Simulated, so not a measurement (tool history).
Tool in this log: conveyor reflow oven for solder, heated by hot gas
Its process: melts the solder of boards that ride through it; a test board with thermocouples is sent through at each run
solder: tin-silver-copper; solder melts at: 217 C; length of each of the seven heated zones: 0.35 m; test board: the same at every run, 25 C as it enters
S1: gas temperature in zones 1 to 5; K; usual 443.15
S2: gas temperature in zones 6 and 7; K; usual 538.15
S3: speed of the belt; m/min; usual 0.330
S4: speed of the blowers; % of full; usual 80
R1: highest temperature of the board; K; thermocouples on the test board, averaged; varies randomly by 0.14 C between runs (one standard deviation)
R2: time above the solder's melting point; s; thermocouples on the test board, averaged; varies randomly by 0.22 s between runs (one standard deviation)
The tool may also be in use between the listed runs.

Run 1, hour 0.0: usual settings. Result: R1 528.75 K, R2 101.0 s.
Run 2, hour 82.2: usual settings. Result: R1 528.85 K, R2 100.7 s.
At hour 134.3: flux residue cleaned out of gas plates and filters.
Run 3, hour 144.1: usual settings. Result: R1 529.85 K, R2 102.6 s.
Run 4, hour 204.3: usual settings. Result: R1 530.05 K, R2 102.5 s.
Run 5, hour 244.9: usual settings. Result: R1 529.85 K, R2 102.3 s.
Run 6, hour 303.2: usual settings but S4 62 % of full. Result: R1 525.75 K, R2 96.1 s.
Run 7, hour 339.5: usual settings but S1 451.15 K, S2 528.15 K, S3 0.337 m/min, S4 72 % of full. Result: R1 519.45 K, R2 92.6 s.
Run 8, hour 391.5: usual settings but S1 451.15 K, S2 528.15 K, S3 0.337 m/min, S4 72 % of full. Result: R1 519.45 K, R2 92.6 s.
Run 9, hour 477.5: usual settings but S1 451.15 K, S2 528.15 K, S3 0.375 m/min, S4 83 % of full. Result: R1 518.65 K, R2 82.3 s.
At hour 522.0: flux residue cleaned out of gas plates and filters.
Run 10, hour 526.5: usual settings but S1 455.15 K, S2 530.15 K, S3 0.285 m/min, S4 54 % of full. Result: R1 522.25 K, R2 117.4 s.
Run 11, hour 577.2: usual settings but S1 455.15 K, S2 530.15 K, S3 0.285 m/min, S4 54 % of full. Result: R1 522.35 K, R2 117.9 s.

Forecast each of these 3 alternatives for the next run:
Run A, hour 633.2: usual settings but S4 90 % of full. Result: R1 ?, R2 ?.
Run B, hour 633.2: usual settings but S1 428.15 K, S2 530.15 K, S3 0.285 m/min, S4 63 % of full. Result: R1 ?, R2 ?.
Run C, hour 633.2: usual settings but S1 428.15 K, S2 548.15 K. Result: R1 ?, R2 ?.

run      R1     R2
  A  532.25  106.6
  B  521.55  100.6
  C  538.75  103.4
With no hidden state in the tool, these same runs would have given:
run      R1     R2
  A  531.05  104.1
  B  520.25   97.2
  C  537.55  101.0
